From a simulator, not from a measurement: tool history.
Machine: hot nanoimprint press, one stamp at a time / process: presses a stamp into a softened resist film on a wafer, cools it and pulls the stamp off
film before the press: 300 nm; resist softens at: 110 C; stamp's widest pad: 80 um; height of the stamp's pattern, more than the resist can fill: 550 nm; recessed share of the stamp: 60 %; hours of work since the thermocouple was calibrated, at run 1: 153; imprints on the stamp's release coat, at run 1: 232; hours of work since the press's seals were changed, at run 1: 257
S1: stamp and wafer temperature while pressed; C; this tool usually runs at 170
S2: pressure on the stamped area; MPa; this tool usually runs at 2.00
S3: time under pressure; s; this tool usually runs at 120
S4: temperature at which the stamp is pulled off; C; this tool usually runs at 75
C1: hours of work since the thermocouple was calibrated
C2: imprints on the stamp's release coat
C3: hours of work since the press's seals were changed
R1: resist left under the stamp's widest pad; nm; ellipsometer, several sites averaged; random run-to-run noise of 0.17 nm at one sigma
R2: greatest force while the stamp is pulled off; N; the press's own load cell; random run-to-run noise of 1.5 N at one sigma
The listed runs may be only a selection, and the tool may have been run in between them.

{"run": 1, "hour": 0.0, "S1": 170, "S2": 2.0, "S3": 120, "S4": 75, "C1": 153, "C2": 232, "C3": 257, "R1": 120.9, "R2": 129}
{"run": 2, "hour": 26.3, "S1": 170, "S2": 2.0, "S3": 120, "S4": 75, "C1": 165, "C2": 312, "C3": 269, "R1": 120.8, "R2": 130}
{"run": 3, "hour": 51.7, "S1": 170, "S2": 2.0, "S3": 120, "S4": 75, "C1": 177, "C2": 389, "C3": 281, "R1": 121.2, "R2": 126}
{"run": 4, "hour": 72.5, "S1": 170, "S2": 2.0, "S3": 120, "S4": 75, "C1": 187, "C2": 451, "C3": 291, "R1": 120.8, "R2": 130}
{"run": 5, "hour": 98.4, "S1": 170, "S2": 2.0, "S3": 120, "S4": 75, "C1": 199, "C2": 530, "C3": 302, "R1": 121.0, "R2": 128}
{"run": 6, "hour": 116.0, "S1": 170, "S2": 2.0, "S3": 120, "S4": 75, "C1": 207, "C2": 583, "C3": 311, "R1": 120.8, "R2": 131}
{"run": 7, "hour": 131.2, "S1": 170, "S2": 2.45, "S3": 120, "S4": 75, "C1": 214, "C2": 629, "C3": 318, "R1": 107.6, "R2": 127}
{"run": 8, "hour": 154.3, "S1": 170, "S2": 2.0, "S3": 120, "S4": 75, "C1": 224, "C2": 699, "C3": 328, "R1": 120.8, "R2": 126}
{"run": 9, "hour": 168.9, "S1": 170, "S2": 2.0, "S3": 120, "S4": 75, "C1": 231, "C2": 743, "C3": 335, "R1": 120.7, "R2": 126}
{"run": 10, "hour": 190.8, "S1": 174, "S2": 1.41, "S3": 128, "S4": 61, "C1": 241, "C2": 809, "C3": 345, "R1": 122.1, "R2": 154}
{"run": 11, "hour": 205.6, "S1": 174, "S2": 1.41, "S3": 128, "S4": 61, "C1": 248, "C2": 854, "C3": 352, "R1": 122.3, "R2": 152}
{"run": 12, "hour": 226.5, "S1": 168, "S2": 2.0, "S3": 101, "S4": 75, "C1": 257, "C2": 917, "C3": 361, "R1": 138.8, "R2": 127}
{"hour": 236.3, "done": "stamp cleaned and given a new release coat"}
{"run": 13, "hour": 258.1, "S1": 170, "S2": 2.05, "S3": 120, "S4": 75, "C1": 269, "C2": 65, "C3": 373, "R1": 119.2, "R2": 126}
{"run": 14, "hour": 289.5, "S1": 170, "S2": 2.61, "S3": 185, "S4": 75, "C1": 284, "C2": 160, "C3": 388, "R1": 88.7, "R2": 125}
{"run": 15, "hour": 303.6, "S1": 170, "S2": 2.42, "S3": 185, "S4": 75, "C1": 290, "C2": 203, "C3": 394, "R1": 93.0, "R2": 126}
{"hour": 326.6, "done": "plate thermocouple calibrated"}
{"run": 16, "hour": 338.3, "S1": 167, "S2": 2.42, "S3": 136, "S4": 75, "C1": 5, "C2": 299, "C3": 409, "R1": 117.9, "R2": 129}

4 options for the next run, each taken on its own from the tool as it stands now. Forecast them:
{"run": "A", "hour": 366.5, "S1": 181, "S2": 1.98, "S3": 129, "S4": 75, "C1": 18, "C2": 384, "C3": 422, "R1": "?", "R2": "?"}
{"run": "B", "hour": 366.5, "S1": 170, "S2": 2.0, "S3": 210, "S4": 75, "C1": 18, "C2": 384, "C3": 422, "R1": "?", "R2": "?"}
{"run": "C", "hour": 366.5, "S1": 170, "S2": 2.0, "S3": 200, "S4": 69, "C1": 18, "C2": 384, "C3": 422, "R1": "?", "R2": "?"}
{"run": "D", "hour": 366.5, "S1": 173, "S2": 2.0, "S3": 120, "S4": 76, "C1": 18, "C2": 384, "C3": 422, "R1": "?", "R2": "?"}

run=A R1=77.2 R2=127
run=B R1=98.7 R2=127
run=C R1=100.4 R2=138
run=D R1=107.0 R2=123
Take away the tool's hidden state, keep each run's random variation, and the runs would have read:
run=A R1=77.2 R2=126
run=B R1=98.6 R2=127
run=C R1=100.4 R2=137
run=D R1=107.0 R2=123
